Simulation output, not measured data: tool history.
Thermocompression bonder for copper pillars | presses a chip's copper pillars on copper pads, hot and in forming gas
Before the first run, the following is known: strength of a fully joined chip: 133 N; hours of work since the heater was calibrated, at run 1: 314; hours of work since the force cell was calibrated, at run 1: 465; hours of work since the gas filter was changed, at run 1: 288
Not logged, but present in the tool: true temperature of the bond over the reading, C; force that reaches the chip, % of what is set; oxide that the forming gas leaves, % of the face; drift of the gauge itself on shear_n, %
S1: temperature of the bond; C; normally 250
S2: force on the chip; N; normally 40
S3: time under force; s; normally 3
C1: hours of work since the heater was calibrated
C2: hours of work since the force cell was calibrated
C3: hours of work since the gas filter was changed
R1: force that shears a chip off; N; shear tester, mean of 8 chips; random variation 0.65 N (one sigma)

run	hour	S1	S2	S3	C1	C2	C3	R1
1	0	250	40	3	314	465	288	49
2	15	250	40	3	325	477	299	47.6
3	26.6	234	40	3	334	485	307	40.1
4	36.9	234	40	3	342	493	315	39.5
5	52.4	234	40	3	353	504	327	38.2
6	72.2	234	40	3	368	519	341	38.9
7	85	234	40	3	377	529	351	39.1
8	97.7	234	40	3	387	538	360	38.9
9	118.1	234	40	3	402	553	376	39.6
10	140.4	234	40	3	419	570	392	38.5
11	163.3	234	40	3	436	587	409	38.9
# hour 179.9: forming gas filter changed
12	183.2	234	40	3	450	601	2	38.9
13	206	234	40	3	467	618	19	39.1
14	221.1	250	40	8	478	630	31	68.9
15	233.2	250	40	8	487	639	40	67.9
16	254.8	250	59	3	503	655	56	61.5
17	264.1	250	59	3	510	662	63	62.8
18	275	250	40	2	519	670	71	39.5
19	292.9	250	40	2	532	683	84	39
20	308	250	40	2	543	694	95	40
21	320.2	242	40	2	552	704	105	36.3
22	334.4	242	40	4	563	714	115	47
23	345.6	250	32	4	571	722	123	43
24	358	242	26	4	580	732	133	32.7
25	374.7	263	37	5	593	744	145	60.2
26	386.9	228	40	3	602	753	154	35.3
27	401	228	40	3	612	764	165	33.9
28	412.6	228	40	3	621	772	173	35
29	434.9	258	52	3	638	789	190	60.7
30	448	250	49	5	647	799	200	63.7
31	457.7	250	49	5	655	806	207	64.3
32	471.4	240	55	5	665	816	217	61.8
33	488.7	244	40	3	678	829	230	41.3
34	507.2	250	42	8	691	843	244	66.4
35	521.5	243	57	8	702	853	254	75.7
36	531.8	258	40	3	710	861	262	48
37	552.7	253	40	2	725	877	278	37.9
38	571.2	223	27	6	739	891	291	30.3
39	581.4	250	41	3	747	898	299	44.2
40	592.8	250	41	3	755	907	308	46.3
41	606.5	274	41	2	765	917	318	48.6

Hidden condition of the tool, last listed run before each entry between runs versus first listed run after:
After run 11, before run 12: forming gas filter changed (hour 179.9)
  true temperature of the bond over the reading, C: -5.2 -> -5.3; force that reaches the chip, % of what is set: 96.6 -> 96.5; oxide that the forming gas leaves, % of the face: 3.41 -> 0.63
  measured minus no-state result, R1: -4.8 -> -3.8 N
